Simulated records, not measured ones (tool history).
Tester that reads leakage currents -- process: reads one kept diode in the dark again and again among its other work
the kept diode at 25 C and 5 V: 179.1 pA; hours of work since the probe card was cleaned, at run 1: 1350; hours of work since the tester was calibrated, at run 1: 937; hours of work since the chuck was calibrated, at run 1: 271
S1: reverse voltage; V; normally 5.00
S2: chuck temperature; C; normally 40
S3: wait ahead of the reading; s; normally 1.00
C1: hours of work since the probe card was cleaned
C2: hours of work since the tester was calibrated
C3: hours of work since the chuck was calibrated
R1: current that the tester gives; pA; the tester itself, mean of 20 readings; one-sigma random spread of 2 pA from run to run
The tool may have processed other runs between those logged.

run,hour,S1,S2,S3,C1,C2,C3,R1
1,0.0,5.00,40,1.00,1350,937,271,703.05
2,99.4,5.00,40,1.00,1420,1007,341,716.04
3,145.9,5.00,40,1.00,1453,1040,374,718.43
4,215.2,5.00,40,1.00,1502,1089,423,728.26
5,316.9,5.00,40,0.32,1574,1161,495,736.41
6,412.6,5.00,40,0.32,1642,1228,563,748.72
7,508.1,5.00,40,0.32,1709,1296,630,759.29
8,595.4,5.00,40,0.32,1771,1357,692,765.44
9,660.4,5.00,40,0.32,1817,1403,738,777.80
# hour 668.8: chuck's temperature calibrated
10,749.6,5.00,40,0.32,1878,1465,57,674.57
11,847.1,5.00,40,0.32,1947,1534,126,683.60
12,949.9,5.00,40,1.00,2020,1606,199,691.81
13,1028.1,5.00,40,1.00,2075,1662,254,700.79
14,1090.3,5.00,40,1.00,2119,1705,298,706.98
15,1174.3,5.00,40,1.00,2178,1765,357,716.73
16,1244.4,2.34,22,1.92,2228,1814,407,98.06
17,1318.7,2.34,22,1.92,2280,1867,459,99.32
18,1397.1,4.02,46,6.66,2336,1922,514,1051.31
19,1460.2,1.06,43,1.00,2380,1967,559,381.27

Predict the results of run 20:
20,1515.2,1.92,32,1.00,2419,2006,598,?

{"run 20": {"R1": 220.72}}
On a tool with no hidden condition, and with the same random variation, this run would have come out at R1 190.21 pA.

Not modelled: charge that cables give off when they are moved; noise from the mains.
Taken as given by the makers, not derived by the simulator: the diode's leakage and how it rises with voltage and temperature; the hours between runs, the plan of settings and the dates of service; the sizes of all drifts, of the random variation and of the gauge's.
